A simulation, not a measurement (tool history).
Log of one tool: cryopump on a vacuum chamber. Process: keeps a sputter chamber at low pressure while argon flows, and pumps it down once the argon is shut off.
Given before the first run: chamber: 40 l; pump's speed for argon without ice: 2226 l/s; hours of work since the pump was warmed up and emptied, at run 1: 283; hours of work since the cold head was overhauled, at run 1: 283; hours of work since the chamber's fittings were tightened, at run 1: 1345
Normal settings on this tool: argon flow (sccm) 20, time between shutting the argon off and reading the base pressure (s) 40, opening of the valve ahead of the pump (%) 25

| run | day | argon flow (sccm) | time between shutting the argon off and reading the base pressure (s) | opening of the valve ahead of the pump (%) | hours of work since the pump was warmed up and emptied | hours of work since the cold head was overhauled | hours of work since the chamber's fittings were tightened | pressure while argon flows (Pa) | pressure after the wait (uPa) |
|---|---|---|---|---|---|---|---|---|---|
| 1 | 0.000 | 20 | 40 | 25 | 283 | 283 | 1345 | 0.0622 | 2.24 |
| 2 | 0.754 | 20 | 40 | 25 | 294 | 294 | 1355 | 0.0614 | 2.29 |
| 3 | 1.342 | 20 | 40 | 23 | 302 | 302 | 1363 | 0.0666 | 2.39 |
| 4 | 2.075 | 34 | 40 | 25 | 311 | 311 | 1373 | 0.1041 | 2.26 |
| 5 | 2.888 | 20 | 40 | 25 | 322 | 322 | 1384 | 0.0613 | 2.40 |
| 6 | 3.396 | 20 | 40 | 25 | 329 | 329 | 1391 | 0.0615 | 2.29 |
| 7 | 3.954 | 20 | 40 | 25 | 337 | 337 | 1398 | 0.0618 | 2.33 |
| 8 | 4.550 | 20 | 40 | 25 | 345 | 345 | 1406 | 0.0624 | 2.34 |
| 9 | 4.958 | 20 | 40 | 25 | 350 | 350 | 1412 | 0.0623 | 2.39 |
| 10 | 5.771 | 20 | 40 | 25 | 361 | 361 | 1423 | 0.0624 | 2.38 |
| 11 | 6.333 | 20 | 40 | 40 | 369 | 369 | 1430 | 0.0394 | 2.38 |
| 12 | 6.708 | 17 | 40 | 16 | 374 | 374 | 1435 | 0.0808 | 2.41 |
| 13 | 7.096 | 17 | 40 | 16 | 379 | 379 | 1441 | 0.0820 | 2.29 |
| 14 | 7.708 | 17 | 40 | 16 | 387 | 387 | 1449 | 0.0816 | 2.45 |
| 15 | 8.350 | 21 | 104 | 25 | 396 | 396 | 1458 | 0.0655 | 1.67 |
| 16 | 8.746 | 25 | 72 | 35 | 401 | 401 | 1463 | 0.0554 | 1.87 |
| 17 | 9.167 | 13 | 216 | 28 | 407 | 407 | 1469 | 0.0357 | 1.43 |
| 18 | 9.967 | 16 | 48 | 46 | 418 | 418 | 1479 | 0.0275 | 2.18 |

Measured less the same run without the tool's hidden state. The same run-to-run variation is in both; the gauge's scatter may not be:
Hidden state at play: pump's speed, % of a pump's without ice; cold plate's temperature, K; leak into the chamber, uPa l/s; drift of the gauge itself on working_pa, %; drift of the gauge itself on base_upa, %.
| run | pressure while argon flows (Pa) | pressure after the wait (uPa) |
|---|---|---|
| 1 | +0.0009 | +0.94 |
| 2 | +0.0009 | +0.96 |
| 3 | +0.0010 | +0.98 |
| 4 | +0.0016 | +0.95 |
| 5 | +0.0009 | +1.00 |
| 6 | +0.0010 | +0.96 |
| 7 | +0.0011 | +1.00 |
| 8 | +0.0011 | +1.00 |
| 9 | +0.0011 | +1.01 |
| 10 | +0.0011 | +1.02 |
| 11 | +0.0011 | +1.02 |
| 12 | +0.0009 | +1.04 |
| 13 | +0.0010 | +1.00 |
| 14 | +0.0010 | +1.06 |
| 15 | +0.0013 | +1.06 |
| 16 | +0.0015 | +1.06 |
| 17 | +0.0008 | +1.07 |
| 18 | +0.0010 | +1.06 |
